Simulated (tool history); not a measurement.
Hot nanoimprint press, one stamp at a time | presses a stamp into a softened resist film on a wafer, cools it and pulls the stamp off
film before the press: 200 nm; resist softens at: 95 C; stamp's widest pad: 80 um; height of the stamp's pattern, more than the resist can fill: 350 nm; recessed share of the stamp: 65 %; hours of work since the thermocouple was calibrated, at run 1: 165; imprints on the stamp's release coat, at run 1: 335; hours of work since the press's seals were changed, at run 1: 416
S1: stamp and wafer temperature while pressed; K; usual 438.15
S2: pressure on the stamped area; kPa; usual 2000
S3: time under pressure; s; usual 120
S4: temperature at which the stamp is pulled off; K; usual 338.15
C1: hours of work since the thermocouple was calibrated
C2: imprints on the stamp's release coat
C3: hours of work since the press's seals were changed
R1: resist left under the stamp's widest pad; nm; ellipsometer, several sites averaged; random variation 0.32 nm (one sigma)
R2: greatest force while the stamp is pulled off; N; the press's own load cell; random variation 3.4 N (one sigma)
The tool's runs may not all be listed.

| run | day | S1 | S2 | S3 | S4 | C1 | C2 | C3 | R1 | R2 |
|---|---|---|---|---|---|---|---|---|---|---|
| 1 | 0 | 438.15 | 2000 | 120 | 338.15 | 165 | 335 | 416 | 82.2 | 164 |
| 2 | 0.833 | 438.15 | 2000 | 120 | 338.15 | 176 | 385 | 427 | 82.5 | 161 |
| 3 | 1.521 | 438.15 | 1620 | 120 | 338.15 | 185 | 425 | 436 | 90.3 | 162 |
| 4 | 2.05 | 438.15 | 2000 | 120 | 343.15 | 192 | 456 | 443 | 82.4 | 153 |
| 5 | 2.7 | 438.15 | 2000 | 120 | 343.15 | 201 | 494 | 451 | 83.3 | 160 |
| 6 | 3.317 | 438.15 | 2560 | 120 | 326.15 | 209 | 531 | 459 | 72.9 | 184 |
| 7 | 3.7 | 438.15 | 2560 | 217 | 326.15 | 214 | 553 | 465 | 57.3 | 187 |
| 8 | 4.104 | 438.15 | 2560 | 217 | 331.15 | 219 | 577 | 470 | 57.5 | 179 |
| 9 | 4.817 | 438.15 | 2560 | 217 | 331.15 | 229 | 619 | 479 | 57.5 | 177 |
| 10 | 5.288 | 438.15 | 2000 | 133 | 335.15 | 235 | 647 | 486 | 79.1 | 168 |

3 ways to go on from here, each from the tool as it stands after run 10. What would each give?
| A | 5.662 | 438.15 | 2000 | 109 | 336.15 | 240 | 669 | 491 | ? | ? |
| B | 5.662 | 438.15 | 2000 | 120 | 327.15 | 240 | 669 | 491 | ? | ? |
| C | 5.662 | 438.15 | 1310 | 171 | 338.15 | 240 | 669 | 491 | ? | ? |

| run | R1 | R2 |
|---|---|---|
| A | 85.7 | 164 |
| B | 82.1 | 182 |
| C | 87.4 | 161 |
Without the tool's hidden state the same runs would have given:
| run | R1 | R2 |
|---|---|---|
| A | 85.6 | 162 |
| B | 82 | 181 |
| C | 87.2 | 160 |

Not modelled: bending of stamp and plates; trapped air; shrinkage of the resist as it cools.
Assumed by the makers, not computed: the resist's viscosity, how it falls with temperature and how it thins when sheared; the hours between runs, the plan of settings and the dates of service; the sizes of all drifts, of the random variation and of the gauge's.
